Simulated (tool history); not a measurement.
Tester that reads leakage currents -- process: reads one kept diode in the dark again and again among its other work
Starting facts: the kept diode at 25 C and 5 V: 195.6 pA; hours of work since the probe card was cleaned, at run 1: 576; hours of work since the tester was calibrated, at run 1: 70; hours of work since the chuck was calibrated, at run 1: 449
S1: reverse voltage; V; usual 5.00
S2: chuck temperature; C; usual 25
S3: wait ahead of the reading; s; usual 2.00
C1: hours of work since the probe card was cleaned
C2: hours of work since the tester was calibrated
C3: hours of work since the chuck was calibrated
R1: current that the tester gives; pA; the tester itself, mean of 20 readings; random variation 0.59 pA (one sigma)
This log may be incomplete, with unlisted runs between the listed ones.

Run 1, hour 0.0: usual settings; C1 576; C2 70; C3 449. Result: R1 188.45 pA.
Run 2, hour 15.4: usual settings; C1 585; C2 79; C3 458. Result: R1 187.95 pA.
Run 3, hour 42.4: usual settings but S3 0.33 s; C1 601; C2 95; C3 474. Result: R1 192.23 pA.
Run 4, hour 59.3: usual settings but S3 0.33 s; C1 611; C2 105; C3 484. Result: R1 191.67 pA.
Run 5, hour 73.5: usual settings but S3 1.38 s; C1 619; C2 113; C3 493. Result: R1 189.16 pA.
Run 6, hour 93.4: usual settings but S1 2.01 V; C1 631; C2 125; C3 505. Result: R1 115.22 pA.
Run 7, hour 109.6: usual settings; C1 640; C2 135; C3 514. Result: R1 187.74 pA.
Run 8, hour 130.3: usual settings but S3 7.71 s; C1 653; C2 147; C3 526. Result: R1 186.70 pA.
Run 9, hour 159.8: usual settings but S1 13.00 V, S3 7.71 s; C1 670; C2 165; C3 544. Result: R1 310.28 pA.
At hour 163.1: chuck's temperature calibrated.
Run 10, hour 186.0: usual settings but S1 1.21 V, S2 51 C, S3 7.71 s; C1 684; C2 179; C3 14. Result: R1 512.95 pA.
Run 11, hour 215.7: usual settings but S1 2.71 V, S2 41 C, S3 2.75 s; C1 702; C2 196; C3 31. Result: R1 403.94 pA.
Run 12, hour 239.9: usual settings but S1 6.24 V, S2 41 C, S3 0.33 s; C1 716; C2 211; C3 45. Result: R1 632.39 pA.
Run 13, hour 261.0: usual settings but S1 7.06 V, S2 41 C, S3 5.11 s; C1 729; C2 223; C3 58. Result: R1 667.87 pA.
At hour 272.9: chuck's temperature calibrated, once more.
Run 14, hour 285.2: usual settings but S1 8.58 V, S3 2.87 s; C1 742; C2 236; C3 7. Result: R1 267.85 pA.
Run 15, hour 297.4: usual settings but S1 8.58 V, S3 2.87 s; C1 749; C2 244; C3 14. Result: R1 268.05 pA.
Run 16, hour 312.7: usual settings but S1 7.16 V, S2 20 C, S3 2.62 s; C1 758; C2 253; C3 24. Result: R1 168.05 pA.
Run 17, hour 324.7: usual settings but S2 36 C; C1 765; C2 260; C3 31. Result: R1 439.14 pA.

5 options for the next run, each taken on its own from the tool as it stands now. Forecast them:
Run A, hour 339.0: usual settings but S2 36 C; C1 774; C2 268; C3 39. Result: R1 ?.
Run B, hour 339.0: usual settings but S1 2.14 V, S3 4.55 s; C1 774; C2 268; C3 39. Result: R1 ?.
Run C, hour 339.0: usual settings but S1 1.49 V, S2 36 C; C1 774; C2 268; C3 39. Result: R1 ?.
Run D, hour 339.0: usual settings but S1 5.53 V; C1 774; C2 268; C3 39. Result: R1 ?.
Run E, hour 339.0: usual settings but S2 47 C; C1 774; C2 268; C3 39. Result: R1 ?.

run      R1
  A  441.06
  B  126.92
  C  231.95
  D  210.94
  E  915.31
The same runs, with their run-to-run variation unchanged, on a tool lacking any hidden condition would have given:
run      R1
  A  436.96
  B  125.25
  C  230.57
  D  206.84
  E  910.62

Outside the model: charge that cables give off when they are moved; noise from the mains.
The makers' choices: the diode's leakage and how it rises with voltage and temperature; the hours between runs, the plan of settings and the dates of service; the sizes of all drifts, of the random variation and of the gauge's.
